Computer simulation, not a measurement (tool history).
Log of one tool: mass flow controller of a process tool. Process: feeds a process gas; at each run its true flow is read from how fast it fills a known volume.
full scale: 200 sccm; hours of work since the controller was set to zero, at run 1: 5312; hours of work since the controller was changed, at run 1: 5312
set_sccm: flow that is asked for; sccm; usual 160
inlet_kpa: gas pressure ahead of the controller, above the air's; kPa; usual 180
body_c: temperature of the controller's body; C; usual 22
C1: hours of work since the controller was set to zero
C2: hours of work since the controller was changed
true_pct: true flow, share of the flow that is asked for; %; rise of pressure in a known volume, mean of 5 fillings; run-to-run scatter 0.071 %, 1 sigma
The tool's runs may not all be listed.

Run 1, hour 0.0: usual settings; C1 5312; C2 5312. Result: true_pct 99.64 %.
Run 2, hour 254.1: usual settings; C1 5405; C2 5405. Result: true_pct 99.49 %.
Run 3, hour 517.2: usual settings but set_sccm 94 sccm; C1 5501; C2 5501. Result: true_pct 100.40 %.
Run 4, hour 806.4: usual settings but set_sccm 94 sccm; C1 5606; C2 5606. Result: true_pct 100.51 %.
Run 5, hour 978.6: usual settings; C1 5669; C2 5669. Result: true_pct 99.65 %.
Run 6, hour 1158.5: usual settings; C1 5735; C2 5735. Result: true_pct 99.61 %.
Run 7, hour 1547.6: usual settings; C1 5877; C2 5877. Result: true_pct 99.58 %.
Run 8, hour 1905.1: usual settings; C1 6008; C2 6008. Result: true_pct 99.57 %.
Run 9, hour 2172.4: usual settings; C1 6106; C2 6106. Result: true_pct 99.51 %.
Run 10, hour 2527.9: usual settings; C1 6235; C2 6235. Result: true_pct 99.50 %.
Run 11, hour 2806.8: usual settings; C1 6337; C2 6337. Result: true_pct 99.41 %.
Run 12, hour 3002.9: usual settings; C1 6409; C2 6409. Result: true_pct 99.53 %.
Run 13, hour 3180.8: usual settings; C1 6474; C2 6474. Result: true_pct 99.56 %.
Run 14, hour 3367.7: usual settings; C1 6542; C2 6542. Result: true_pct 99.67 %.
At hour 3389.4: controller's zero set anew.
Run 15, hour 3636.5: usual settings but body_c 39 C; C1 90; C2 6640. Result: true_pct 101.16 %.
Run 16, hour 3981.5: usual settings but inlet_kpa 266 kPa; C1 216; C2 6767. Result: true_pct 99.82 %.
At hour 4248.5: controller's zero set anew, once more.
Run 17, hour 4278.3: usual settings; C1 11; C2 6875. Result: true_pct 97.84 %.
Run 18, hour 4500.0: usual settings; C1 92; C2 6956. Result: true_pct 97.76 %.
Run 19, hour 4802.1: usual settings; C1 202; C2 7066. Result: true_pct 97.86 %.
Run 20, hour 5114.3: usual settings but inlet_kpa 188 kPa; C1 316; C2 7180. Result: true_pct 97.64 %.
Run 21, hour 5358.5: usual settings but body_c 39 C; C1 406; C2 7270. Result: true_pct 98.26 %.
Run 22, hour 5636.8: usual settings but body_c 39 C; C1 507; C2 7371. Result: true_pct 98.30 %.
Run 23, hour 6008.6: usual settings but body_c 39 C; C1 643; C2 7507. Result: true_pct 98.23 %.
Run 24, hour 6326.0: usual settings but body_c 39 C; C1 759; C2 7623. Result: true_pct 98.33 %.
Run 25, hour 6684.1: usual settings but body_c 39 C; C1 890; C2 7754. Result: true_pct 98.30 %.
Run 26, hour 6956.3: usual settings but body_c 39 C; C1 990; C2 7854. Result: true_pct 98.34 %.
Run 27, hour 7288.3: usual settings but body_c 39 C; C1 1111; C2 7975. Result: true_pct 98.21 %.
Run 28, hour 7590.2: usual settings but inlet_kpa 146 kPa, body_c 21 C; C1 1221; C2 8085. Result: true_pct 97.99 %.
Run 29, hour 7855.9: usual settings but inlet_kpa 146 kPa, body_c 21 C; C1 1318; C2 8182. Result: true_pct 97.86 %.
Run 30, hour 8198.6: usual settings but inlet_kpa 220 kPa, body_c 24 C; C1 1444; C2 8308. Result: true_pct 97.48 %.
Run 31, hour 8395.8: usual settings but set_sccm 93 sccm; C1 1516; C2 8380. Result: true_pct 97.94 %.
Run 32, hour 8779.0: usual settings but set_sccm 93 sccm; C1 1656; C2 8520. Result: true_pct 97.77 %.
Run 33, hour 9119.0: usual settings but set_sccm 93 sccm, inlet_kpa 209 kPa; C1 1780; C2 8644. Result: true_pct 97.78 %.
Run 34, hour 9500.5: usual settings but set_sccm 93 sccm, inlet_kpa 209 kPa; C1 1919; C2 8783. Result: true_pct 97.67 %.
Run 35, hour 9852.7: usual settings but set_sccm 85 sccm, inlet_kpa 230 kPa, body_c 21 C; C1 2048; C2 8912. Result: true_pct 97.58 %.
Run 36, hour 10215.0: usual settings but set_sccm 85 sccm, inlet_kpa 230 kPa, body_c 21 C; C1 2180; C2 9044. Result: true_pct 97.64 %.
Run 37, hour 10417.5: usual settings but set_sccm 85 sccm, inlet_kpa 230 kPa, body_c 21 C; C1 2254; C2 9118. Result: true_pct 97.73 %.
Run 38, hour 10715.9: usual settings but set_sccm 85 sccm, inlet_kpa 230 kPa, body_c 21 C; C1 2364; C2 9227. Result: true_pct 97.61 %.
Run 39, hour 10904.2: usual settings but set_sccm 108 sccm, inlet_kpa 257 kPa, body_c 34 C; C1 2432; C2 9296. Result: true_pct 97.61 %.
Run 40, hour 11165.1: usual settings but set_sccm 28 sccm, inlet_kpa 279 kPa; C1 2528; C2 9392. Result: true_pct 99.48 %.
Run 41, hour 11345.8: usual settings but set_sccm 51 sccm, inlet_kpa 279 kPa; C1 2594; C2 9458. Result: true_pct 98.02 %.
Run 42, hour 11616.0: usual settings but set_sccm 70 sccm, inlet_kpa 277 kPa, body_c 39 C; C1 2692; C2 9556. Result: true_pct 98.20 %.
Run 43, hour 11991.8: usual settings but set_sccm 100 sccm, inlet_kpa 252 kPa, body_c 39 C; C1 2830; C2 9694. Result: true_pct 98.09 %.
Run 44, hour 12178.4: usual settings but set_sccm 100 sccm, inlet_kpa 252 kPa, body_c 39 C; C1 2898; C2 9762. Result: true_pct 97.90 %.
Run 45, hour 12483.0: usual settings but inlet_kpa 193 kPa, body_c 27 C; C1 3009; C2 9873. Result: true_pct 97.72 %.
Run 46, hour 12640.3: usual settings but inlet_kpa 193 kPa, body_c 27 C; C1 3067; C2 9931. Result: true_pct 97.85 %.
Run 47, hour 12870.3: usual settings but set_sccm 56 sccm, inlet_kpa 170 kPa, body_c 24 C; C1 3151; C2 10015. Result: true_pct 99.11 %.
Run 48, hour 13232.7: usual settings but set_sccm 41 sccm, inlet_kpa 236 kPa, body_c 31 C; C1 3283; C2 10147. Result: true_pct 99.58 %.

Branching from run 48: 3 alternative next runs. What would each branch give?
Run A, hour 13623.2: usual settings but inlet_kpa 144 kPa, body_c 34 C; C1 3426; C2 10290. Result: true_pct ?.
Run B, hour 13623.2: usual settings but set_sccm 194 sccm, inlet_kpa 154 kPa, body_c 24 C; C1 3426; C2 10290. Result: true_pct ?.
Run C, hour 13623.2: usual settings but body_c 23 C; C1 3426; C2 10290. Result: true_pct ?.

run  true_pct
  A     98.38
  B     97.77
  C     97.67
Without the tool's unlogged condition, the same runs would have read:
run  true_pct
  A    100.70
  B    100.24
  C     99.99
